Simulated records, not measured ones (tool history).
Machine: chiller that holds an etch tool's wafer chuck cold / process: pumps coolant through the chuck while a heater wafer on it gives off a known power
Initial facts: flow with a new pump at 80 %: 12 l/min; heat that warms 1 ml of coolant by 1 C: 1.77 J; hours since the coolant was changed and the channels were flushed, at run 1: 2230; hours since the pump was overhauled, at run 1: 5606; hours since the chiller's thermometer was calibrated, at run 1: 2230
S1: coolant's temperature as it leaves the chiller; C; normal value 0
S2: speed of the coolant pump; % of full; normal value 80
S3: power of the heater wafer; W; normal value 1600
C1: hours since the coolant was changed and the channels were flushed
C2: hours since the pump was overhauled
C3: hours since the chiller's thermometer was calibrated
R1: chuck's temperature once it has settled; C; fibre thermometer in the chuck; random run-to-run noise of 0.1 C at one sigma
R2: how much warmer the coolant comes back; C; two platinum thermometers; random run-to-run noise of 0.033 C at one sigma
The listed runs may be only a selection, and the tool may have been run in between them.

{"run": 1, "day": 0.0, "S1": 0, "S2": 80, "S3": 1600, "C1": 2230, "C2": 5606, "C3": 2230, "R1": 15.4, "R2": 5.22}
{"run": 2, "day": 2.829, "S1": 0, "S2": 80, "S3": 1677, "C1": 2298, "C2": 5674, "C3": 2298, "R1": 16.3, "R2": 5.51}
{"run": 3, "day": 8.75, "S1": 0, "S2": 80, "S3": 1677, "C1": 2440, "C2": 5816, "C3": 2440, "R1": 16.3, "R2": 5.47}
{"run": 4, "day": 13.971, "S1": 0, "S2": 80, "S3": 803, "C1": 2565, "C2": 5941, "C3": 2565, "R1": 7.8, "R2": 2.63}
{"run": 5, "day": 17.671, "S1": 0, "S2": 80, "S3": 803, "C1": 2654, "C2": 6030, "C3": 2654, "R1": 7.7, "R2": 2.62}
{"run": 6, "day": 21.046, "S1": 4, "S2": 80, "S3": 1600, "C1": 2735, "C2": 6111, "C3": 2735, "R1": 19.9, "R2": 5.23}
{"run": 7, "day": 26.596, "S1": 0, "S2": 80, "S3": 1600, "C1": 2868, "C2": 6244, "C3": 2868, "R1": 15.9, "R2": 5.24}
{"run": 8, "day": 30.588, "S1": 0, "S2": 80, "S3": 1600, "C1": 2964, "C2": 6340, "C3": 2964, "R1": 16, "R2": 5.25}
{"day": 34.404, "done": "coolant pump overhauled"}
{"run": 9, "day": 34.588, "S1": 0, "S2": 80, "S3": 1600, "C1": 3055, "C2": 4, "C3": 3055, "R1": 16.8, "R2": 5.65}
{"run": 10, "day": 38.721, "S1": 0, "S2": 80, "S3": 1600, "C1": 3154, "C2": 104, "C3": 3154, "R1": 17, "R2": 5.72}
{"run": 11, "day": 41.6, "S1": 0, "S2": 80, "S3": 1600, "C1": 3223, "C2": 173, "C3": 3223, "R1": 16.9, "R2": 5.77}
{"day": 45.792, "done": "coolant pump overhauled, once more"}
{"run": 12, "day": 47.692, "S1": 0, "S2": 80, "S3": 1653, "C1": 3364, "C2": 46, "C3": 3364, "R1": 14.9, "R2": 4.65}
{"run": 13, "day": 50.946, "S1": -9, "S2": 80, "S3": 1600, "C1": 3442, "C2": 124, "C3": 3442, "R1": 5.3, "R2": 4.47}
{"run": 14, "day": 53.546, "S1": -9, "S2": 80, "S3": 1600, "C1": 3505, "C2": 186, "C3": 3505, "R1": 5.3, "R2": 4.53}
{"run": 15, "day": 59.175, "S1": -9, "S2": 80, "S3": 1600, "C1": 3640, "C2": 321, "C3": 3640, "R1": 5.5, "R2": 4.6}
{"run": 16, "day": 62.304, "S1": 1, "S2": 94, "S3": 1732, "C1": 3715, "C2": 396, "C3": 3715, "R1": 14.8, "R2": 4.14}
{"run": 17, "day": 65.821, "S1": 1, "S2": 94, "S3": 1732, "C1": 3799, "C2": 481, "C3": 3799, "R1": 14.8, "R2": 4.06}
{"run": 18, "day": 70.838, "S1": -3, "S2": 76, "S3": 2336, "C1": 3920, "C2": 601, "C3": 3920, "R1": 19.6, "R2": 7.06}
{"run": 19, "day": 75.808, "S1": -7, "S2": 80, "S3": 959, "C1": 4039, "C2": 720, "C3": 4039, "R1": 1.5, "R2": 2.75}
{"run": 20, "day": 80.2, "S1": -7, "S2": 80, "S3": 959, "C1": 4145, "C2": 826, "C3": 4145, "R1": 1.6, "R2": 2.75}
{"run": 21, "day": 85.146, "S1": -7, "S2": 60, "S3": 849, "C1": 4263, "C2": 945, "C3": 4263, "R1": 2.7, "R2": 3.36}

Run 22 has not been measured yet. What should we expect?
{"run": 22, "day": 89.433, "S1": -7, "S2": 77, "S3": 2096, "C1": 4366, "C2": 1047, "C3": 4366, "R1": "?", "R2": "?"}

R1: 13.5 C
R2: 6.3 C
Without the tool's hidden state the same run would have given R1 11.1 C, R2 6.18 C.
